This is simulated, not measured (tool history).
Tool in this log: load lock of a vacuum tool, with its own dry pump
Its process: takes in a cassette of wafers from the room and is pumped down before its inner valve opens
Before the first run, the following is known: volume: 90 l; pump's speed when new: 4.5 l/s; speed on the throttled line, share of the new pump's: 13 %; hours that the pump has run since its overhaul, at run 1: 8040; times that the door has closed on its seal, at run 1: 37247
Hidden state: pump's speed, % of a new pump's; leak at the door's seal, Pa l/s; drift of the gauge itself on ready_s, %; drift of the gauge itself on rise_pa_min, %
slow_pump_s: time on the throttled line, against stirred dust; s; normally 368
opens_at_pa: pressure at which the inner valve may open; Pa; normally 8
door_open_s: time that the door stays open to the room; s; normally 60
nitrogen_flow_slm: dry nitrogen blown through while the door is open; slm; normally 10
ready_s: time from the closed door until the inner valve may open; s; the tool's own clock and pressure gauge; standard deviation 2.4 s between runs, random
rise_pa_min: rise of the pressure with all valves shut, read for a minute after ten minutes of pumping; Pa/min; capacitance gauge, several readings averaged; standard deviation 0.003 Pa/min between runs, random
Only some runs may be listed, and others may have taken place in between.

run	hour	slow_pump_s	opens_at_pa	door_open_s	nitrogen_flow_slm	hours that the pump has run since its overhaul	times that the door has closed on its seal	incoming humidity of the room's air, %	ready_s	rise_pa_min
1	0	368	8	60	10	8040	37247	47.6	512.5	0.038
2	216.9	368	8	60	10	8257	37899	48.9	510.2	0.044
3	360.2	368	8	60	10	8400	38330	41.7	511.4	0.036
4	569.6	368	8	60	10	8610	38960	46.2	514.1	0.033
5	721.9	368	8	60	10	8762	39418	40.2	513.7	0.039
6	836.6	368	9	60	10	8877	39763	46.5	510.2	0.038
7	1018.6	368	9	60	10	9059	40311	44	511.2	0.037
8	1143.6	368	9	60	10	9184	40687	43.7	511.1	0.035
9	1326.4	368	14	60	10	9366	41237	46.2	499.8	0.037
10	1472.9	368	14	60	10	9513	41677	47.2	498.3	0.035
11	1702.9	368	14	60	10	9743	42369	45.1	494.2	0.04
12	1882.4	368	14	60	10	9922	42909	42	500.4	0.033
13	2060.6	368	8	38	10	10101	43445	44	509.9	0.026
14	2233.9	366	8	60	10	10274	43966	47.2	509.5	0.037
15	2426.4	368	8	60	5	10466	44545	44.2	517	0.041
16	2579.8	368	8	60	10	10620	45007	45.5	512.3	0.035
17	2803.1	368	8	60	10	10843	45678	46.8	511.5	0.044
18	3017.7	368	8	60	10	11058	46324	45.8	508.4	0.038
19	3164.1	368	8	60	10	11204	46765	45.8	514.7	0.039
20	3296.6	368	8	38	19	11337	47163	43.7	509.8	0.026
21	3411.3	368	8	38	19	11451	47508	43.3	511.6	0.022
22	3607.6	718	7	74	29	11648	48099	44.9	821.8	0.026
23	3713.2	718	7	74	29	11753	48416	44.6	826.3	0.022
24	3812.5	444	11	60	10	11852	48715	48.2	570.9	0.043
25	3949.9	314	8	60	6	11990	49128	45.2	466.7	0.044
26	4116.2	442	14	29	8	12156	49628	46.3	565.2	0.031
27	4258.6	217	8	183	7	12299	50057	43.6	378.6	0.068
# hour 4423: dry pump taken out, an overhauled one fitted
28	4478.8	430	8	60	10	56	50701	46.4	563	0.035
29	4637	215	7	60	9	214	51177	48.7	380.1	0.038
30	4764.8	368	8	123	10	342	51561	47	510	0.061
31	4860.7	368	8	113	23	438	51850	48.4	513.1	0.029
32	4992.6	436	8	65	33	570	52247	44.3	571	0.017
33	5159.2	368	14	60	33	736	52748	42.7	498.4	0.016
34	5261.9	436	15	209	6	839	53057	46.1	556.6	0.081
35	5421.1	436	15	209	6	998	53536	44.1	557	0.079

Run 36 has not been measured yet. What should we expect?
36	5536.8	368	11	192	31	1114	53884	45.1	?	?

{"run 36": {"ready_s": 501.7, "rise_pa_min": 0.032}}
Had the tool carried no hidden state, the very same run would have given ready_s 501.7 s, rise_pa_min 0.03 Pa/min.
